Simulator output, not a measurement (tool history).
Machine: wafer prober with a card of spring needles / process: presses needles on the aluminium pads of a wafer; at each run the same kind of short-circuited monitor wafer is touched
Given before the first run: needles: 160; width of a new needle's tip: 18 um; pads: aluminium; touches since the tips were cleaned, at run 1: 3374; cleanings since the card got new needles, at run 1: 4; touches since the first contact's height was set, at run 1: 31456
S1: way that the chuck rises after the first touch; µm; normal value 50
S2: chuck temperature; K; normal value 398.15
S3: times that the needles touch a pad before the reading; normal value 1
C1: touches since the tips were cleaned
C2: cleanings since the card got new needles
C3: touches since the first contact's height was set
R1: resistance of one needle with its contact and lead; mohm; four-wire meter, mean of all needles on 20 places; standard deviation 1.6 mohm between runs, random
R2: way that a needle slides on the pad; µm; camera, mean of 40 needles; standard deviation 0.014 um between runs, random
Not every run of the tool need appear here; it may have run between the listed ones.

{"run": 1, "hour": 0.0, "S1": 50, "S2": 398.15, "S3": 1, "C1": 3374, "C2": 4, "C3": 31456, "R1": 177, "R2": 10.12}
{"hour": 10.5, "done": "tips cleaned on abrasive film"}
{"run": 2, "hour": 11.4, "S1": 50, "S2": 358.15, "S3": 1, "C1": 296, "C2": 5, "C3": 35120, "R1": 158, "R2": 10.09}
{"run": 3, "hour": 19.6, "S1": 50, "S2": 358.15, "S3": 1, "C1": 2955, "C2": 5, "C3": 37779, "R1": 175, "R2": 10.06}
{"run": 4, "hour": 29.6, "S1": 50, "S2": 358.15, "S3": 1, "C1": 6232, "C2": 5, "C3": 41056, "R1": 180, "R2": 10.1}
{"hour": 31.4, "done": "tips cleaned on abrasive film"}
{"run": 5, "hour": 40.5, "S1": 50, "S2": 358.15, "S3": 1, "C1": 2968, "C2": 6, "C3": 44548, "R1": 172, "R2": 10.08}
{"run": 6, "hour": 50.3, "S1": 50, "S2": 398.15, "S3": 2, "C1": 6141, "C2": 6, "C3": 47721, "R1": 179, "R2": 10.08}
{"hour": 51.9, "done": "tips cleaned on abrasive film"}
{"run": 7, "hour": 58.4, "S1": 50, "S2": 398.15, "S3": 2, "C1": 2088, "C2": 7, "C3": 50326, "R1": 170, "R2": 10.08}
{"run": 8, "hour": 64.1, "S1": 50, "S2": 398.15, "S3": 2, "C1": 3952, "C2": 7, "C3": 52190, "R1": 174, "R2": 10.09}
{"hour": 73.0, "done": "tips cleaned on abrasive film"}
{"run": 9, "hour": 74.1, "S1": 35, "S2": 398.15, "S3": 1, "C1": 334, "C2": 8, "C3": 55394, "R1": 175, "R2": 7.01}
{"run": 10, "hour": 83.9, "S1": 50, "S2": 398.15, "S3": 2, "C1": 3533, "C2": 8, "C3": 58593, "R1": 172, "R2": 10.08}
{"run": 11, "hour": 90.0, "S1": 44, "S2": 398.15, "S3": 1, "C1": 5517, "C2": 8, "C3": 60577, "R1": 192, "R2": 8.84}
{"hour": 93.5, "done": "tips cleaned on abrasive film"}
{"run": 12, "hour": 100.0, "S1": 44, "S2": 398.15, "S3": 1, "C1": 2088, "C2": 9, "C3": 63774, "R1": 179, "R2": 8.83}
{"run": 13, "hour": 106.9, "S1": 44, "S2": 398.15, "S3": 1, "C1": 4327, "C2": 9, "C3": 66013, "R1": 187, "R2": 8.83}
{"hour": 114.0, "done": "tips cleaned on abrasive film"}
{"run": 14, "hour": 114.0, "S1": 50, "S2": 398.15, "S3": 1, "C1": 0, "C2": 10, "C3": 68309, "R1": 168, "R2": 10.04}
{"run": 15, "hour": 125.4, "S1": 50, "S2": 398.15, "S3": 1, "C1": 3693, "C2": 10, "C3": 72002, "R1": 178, "R2": 10.03}
{"run": 16, "hour": 131.7, "S1": 50, "S2": 398.15, "S3": 1, "C1": 5755, "C2": 10, "C3": 74064, "R1": 185, "R2": 10.02}
{"hour": 135.1, "done": "tips cleaned on abrasive film"}
{"run": 17, "hour": 141.5, "S1": 50, "S2": 398.15, "S3": 1, "C1": 2064, "C2": 11, "C3": 77199, "R1": 174, "R2": 10.02}
{"run": 18, "hour": 148.7, "S1": 47, "S2": 333.15, "S3": 2, "C1": 4424, "C2": 11, "C3": 79559, "R1": 168, "R2": 9.42}
{"run": 19, "hour": 155.0, "S1": 41, "S2": 333.15, "S3": 2, "C1": 6446, "C2": 11, "C3": 81581, "R1": 176, "R2": 8.2}
{"hour": 155.8, "done": "tips cleaned on abrasive film"}
{"run": 20, "hour": 160.9, "S1": 41, "S2": 333.15, "S3": 2, "C1": 1663, "C2": 12, "C3": 83476, "R1": 163, "R2": 8.17}
{"run": 21, "hour": 166.0, "S1": 68, "S2": 336.15, "S3": 1, "C1": 3321, "C2": 12, "C3": 85134, "R1": 160, "R2": 13.66}
{"run": 22, "hour": 176.0, "S1": 50, "S2": 309.15, "S3": 1, "C1": 6561, "C2": 12, "C3": 88374, "R1": 172, "R2": 10.02}
{"hour": 176.7, "done": "tips cleaned on abrasive film"}
{"run": 23, "hour": 181.4, "S1": 39, "S2": 341.15, "S3": 3, "C1": 1522, "C2": 13, "C3": 90115, "R1": 165, "R2": 7.77}
{"run": 24, "hour": 191.0, "S1": 51, "S2": 328.15, "S3": 1, "C1": 4620, "C2": 13, "C3": 93213, "R1": 170, "R2": 10.18}
{"hour": 197.6, "done": "tips cleaned on abrasive film"}
{"run": 25, "hour": 201.0, "S1": 35, "S2": 387.15, "S3": 3, "C1": 1093, "C2": 14, "C3": 96443, "R1": 174, "R2": 6.91}
{"hour": 205.4, "done": "height of the first contact set anew"}
{"run": 26, "hour": 209.7, "S1": 50, "S2": 331.15, "S3": 2, "C1": 3833, "C2": 14, "C3": 1401, "R1": 164, "R2": 10.18}
{"run": 27, "hour": 217.1, "S1": 41, "S2": 336.15, "S3": 2, "C1": 6234, "C2": 14, "C3": 3802, "R1": 176, "R2": 8.34}
{"hour": 219.0, "done": "tips cleaned on abrasive film"}
{"run": 28, "hour": 227.3, "S1": 55, "S2": 398.15, "S3": 3, "C1": 2705, "C2": 15, "C3": 7075, "R1": 168, "R2": 11.18}
{"run": 29, "hour": 238.4, "S1": 69, "S2": 398.15, "S3": 1, "C1": 6303, "C2": 15, "C3": 10673, "R1": 174, "R2": 13.99}
{"hour": 239.4, "done": "tips cleaned on abrasive film"}
{"run": 30, "hour": 244.1, "S1": 50, "S2": 378.15, "S3": 2, "C1": 1515, "C2": 16, "C3": 12491, "R1": 166, "R2": 10.14}
{"run": 31, "hour": 254.5, "S1": 50, "S2": 398.15, "S3": 2, "C1": 4897, "C2": 16, "C3": 15873, "R1": 178, "R2": 10.15}
{"hour": 260.3, "done": "tips cleaned on abrasive film"}
{"run": 32, "hour": 264.1, "S1": 36, "S2": 304.15, "S3": 1, "C1": 1235, "C2": 17, "C3": 18950, "R1": 167, "R2": 7.3}
{"run": 33, "hour": 272.4, "S1": 36, "S2": 309.15, "S3": 1, "C1": 3938, "C2": 17, "C3": 21653, "R1": 186, "R2": 7.29}

Consider 4 possible next runs. They are alternatives, not a sequence: every one starts from the tool as it was left by run 33. What does each give?
{"run": "A", "hour": 280.1, "S1": 56, "S2": 321.15, "S3": 1, "C1": 6435, "C2": 17, "C3": 24150, "R1": "?", "R2": "?"}
{"run": "B", "hour": 280.1, "S1": 68, "S2": 337.15, "S3": 1, "C1": 6435, "C2": 17, "C3": 24150, "R1": "?", "R2": "?"}
{"run": "C", "hour": 280.1, "S1": 32, "S2": 309.15, "S3": 1, "C1": 6435, "C2": 17, "C3": 24150, "R1": "?", "R2": "?"}
{"run": "D", "hour": 280.1, "S1": 50, "S2": 398.15, "S3": 1, "C1": 6435, "C2": 17, "C3": 24150, "R1": "?", "R2": "?"}

run=A R1=171 R2=11.36
run=B R1=164 R2=13.79
run=C R1=208 R2=6.46
run=D R1=187 R2=10.14
Had the tool no hidden state, the same runs would have come out as:
run=A R1=152 R2=11.4
run=B R1=150 R2=13.84
run=C R1=155 R2=6.51
run=D R1=166 R2=10.18

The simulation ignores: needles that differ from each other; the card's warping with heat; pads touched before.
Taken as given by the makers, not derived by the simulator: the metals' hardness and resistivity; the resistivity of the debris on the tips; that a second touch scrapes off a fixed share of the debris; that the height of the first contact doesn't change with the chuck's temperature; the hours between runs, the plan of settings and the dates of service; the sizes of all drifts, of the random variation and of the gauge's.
